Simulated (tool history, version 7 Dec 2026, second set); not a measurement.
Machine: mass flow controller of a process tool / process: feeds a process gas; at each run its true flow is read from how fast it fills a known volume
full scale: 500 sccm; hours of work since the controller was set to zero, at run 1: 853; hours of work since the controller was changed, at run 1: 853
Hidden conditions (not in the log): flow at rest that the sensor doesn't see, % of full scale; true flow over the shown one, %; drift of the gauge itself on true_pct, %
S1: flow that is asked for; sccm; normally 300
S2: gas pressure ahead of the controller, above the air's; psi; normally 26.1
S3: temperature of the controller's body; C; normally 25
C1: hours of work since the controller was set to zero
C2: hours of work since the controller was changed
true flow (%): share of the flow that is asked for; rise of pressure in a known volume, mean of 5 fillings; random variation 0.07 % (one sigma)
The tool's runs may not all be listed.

Run 1, day 0: usual settings; C1 853; C2 853. Result: true flow (%) 98.71.
Run 2, day 5.654: usual settings but S3 21 C; C1 926; C2 926. Result: true flow (%) 98.46.
Run 3, day 8.571: usual settings but S3 32 C; C1 964; C2 964. Result: true flow (%) 98.83.
Run 4, day 13.138: usual settings but S2 25.8 psi; C1 1023; C2 1023. Result: true flow (%) 98.77.
Run 5, day 16: usual settings but S1 76 sccm, S2 25.8 psi; C1 1060; C2 1060. Result: true flow (%) 98.65.
Run 6, day 21.8: usual settings but S1 76 sccm, S2 25.8 psi; C1 1136; C2 1136. Result: true flow (%) 98.8.
Run 7, day 24.729: usual settings but S1 76 sccm, S2 25.8 psi; C1 1174; C2 1174. Result: true flow (%) 98.79.
Run 8, day 30.879: usual settings but S1 76 sccm, S2 25.8 psi; C1 1253; C2 1253. Result: true flow (%) 98.98.
Run 9, day 37.467: usual settings but S1 268 sccm; C1 1339; C2 1339. Result: true flow (%) 98.56.
Run 10, day 41.683: usual settings but S1 268 sccm; C1 1393; C2 1393. Result: true flow (%) 98.56.
Run 11, day 46.525: usual settings but S1 268 sccm; C1 1456; C2 1456. Result: true flow (%) 98.53.
Run 12, day 52.829: usual settings but S1 415 sccm, S2 26 psi, S3 35 C; C1 1538; C2 1538. Result: true flow (%) 99.58.
Run 13, day 55.992: usual settings but S2 20.9 psi, S3 23 C; C1 1579; C2 1579. Result: true flow (%) 98.66.
Run 14, day 61.658: usual settings but S2 20.9 psi, S3 23 C; C1 1652; C2 1652. Result: true flow (%) 98.75.
Run 15, day 65.271: usual settings but S2 20.9 psi, S3 23 C; C1 1699; C2 1699. Result: true flow (%) 98.64.
At day 65.862: controller's zero set anew.
Run 16, day 71.492: usual settings but S1 183 sccm, S2 29.9 psi, S3 23 C; C1 73; C2 1780. Result: true flow (%) 98.78.
Run 17, day 74.871: usual settings but S1 183 sccm, S2 26.5 psi, S3 23 C; C1 117; C2 1823. Result: true flow (%) 98.77.
Run 18, day 78.304: usual settings but S1 308 sccm, S2 28.3 psi, S3 23 C; C1 161; C2 1868. Result: true flow (%) 98.92.
Run 19, day 84.138: usual settings but S1 308 sccm, S2 28.3 psi, S3 39 C; C1 237; C2 1944. Result: true flow (%) 99.58.
Run 20, day 90.196: usual settings but S1 308 sccm, S2 28.3 psi, S3 39 C; C1 316; C2 2022. Result: true flow (%) 99.62.
Run 21, day 94.067: usual settings but S3 32 C; C1 366; C2 2072. Result: true flow (%) 99.28.
At day 99.533: controller's zero set anew, once more.
Run 22, day 99.842: usual settings but S3 32 C; C1 4; C2 2147. Result: true flow (%) 98.43.

Here are 4 independent what-if runs from the current tool condition. What would each one return?
Run A, day 106.017: usual settings but S2 31.3 psi, S3 39 C; C1 84; C2 2227. Result: true flow (%) ?.
Run B, day 106.017: usual settings but S2 31.6 psi, S3 29 C; C1 84; C2 2227. Result: true flow (%) ?.
Run C, day 106.017: usual settings but S1 85 sccm, S2 35.2 psi, S3 32 C; C1 84; C2 2227. Result: true flow (%) ?.
Run D, day 106.017: usual settings but S2 22.6 psi, S3 35 C; C1 84; C2 2227. Result: true flow (%) ?.

run  true flow (%)
  A          98.74
  B          98.32
  C          97.52
  D          98.51
Stripped of hidden state, with their random variation kept, the same runs would have yielded:
run  true flow (%)
  A          99.46
  B          99.04
  C          98.07
  D          99.23

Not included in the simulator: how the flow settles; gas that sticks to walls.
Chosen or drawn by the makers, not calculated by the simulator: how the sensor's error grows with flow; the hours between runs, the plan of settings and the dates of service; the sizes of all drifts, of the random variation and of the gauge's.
